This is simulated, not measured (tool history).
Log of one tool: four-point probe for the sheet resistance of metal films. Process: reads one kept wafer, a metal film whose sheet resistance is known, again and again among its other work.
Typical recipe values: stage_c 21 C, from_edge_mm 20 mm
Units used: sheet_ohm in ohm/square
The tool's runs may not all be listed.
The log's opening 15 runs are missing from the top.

| run | day | stage_c | from_edge_mm | touches since the probe head was changed | hours of work since the stage's thermometer was calibrated | sheet_ohm |
|---|---|---|---|---|---|---|
| 16 | 42.117 | 21 | 20 | 54959 | 1360 | 3.53121 |
| 17 | 45.496 | 21 | 20 | 56898 | 1406 | 3.530471 |
| 18 | 47.45 | 21 | 20 | 58019 | 1432 | 3.532361 |
| 19 | 51.154 | 21 | 20 | 60145 | 1482 | 3.531528 |
| 20 | 52.888 | 21 | 20 | 61139 | 1505 | 3.53276 |
| 21 | 56.95 | 21 | 20 | 63471 | 1560 | 3.533571 |
| 22 | 60.433 | 21 | 20 | 65470 | 1606 | 3.534466 |
| 23 | 63.662 | 26 | 24 | 67320 | 1650 | 3.541892 |
| 24 | 66.617 | 32 | 22 | 69017 | 1690 | 3.551896 |
| 25 | 69.238 | 32 | 19 | 70520 | 1725 | 3.553716 |
| 26 | 72.462 | 32 | 19 | 72370 | 1768 | 3.553755 |
| 27 | 76.3 | 32 | 19 | 74573 | 1820 | 3.55466 |
| 28 | 78.975 | 32 | 19 | 76107 | 1856 | 3.554865 |
| 29 | 81.762 | 30 | 30 | 77707 | 1893 | 3.551307 |
| 30 | 85.442 | 25 | 9 | 79817 | 1943 | 3.548161 |
| 31 | 87.783 | 33 | 17 | 81161 | 1974 | 3.556917 |
| 32 | 90.088 | 26 | 20 | 82483 | 2005 | 3.545591 |
| 33 | 92.638 | 35 | 8 | 83948 | 2039 | 3.567025 |

Run 34, settings as shown, results not yet in. Your forecast:
| 34 | 96.608 | 35 | 8 | 86226 | 2093 | ? |

sheet_ohm: 3.569387 ohm/square
If the tool had no hidden condition, the same run with the same run-to-run variation would have returned sheet_ohm 3.544636 ohm/square.
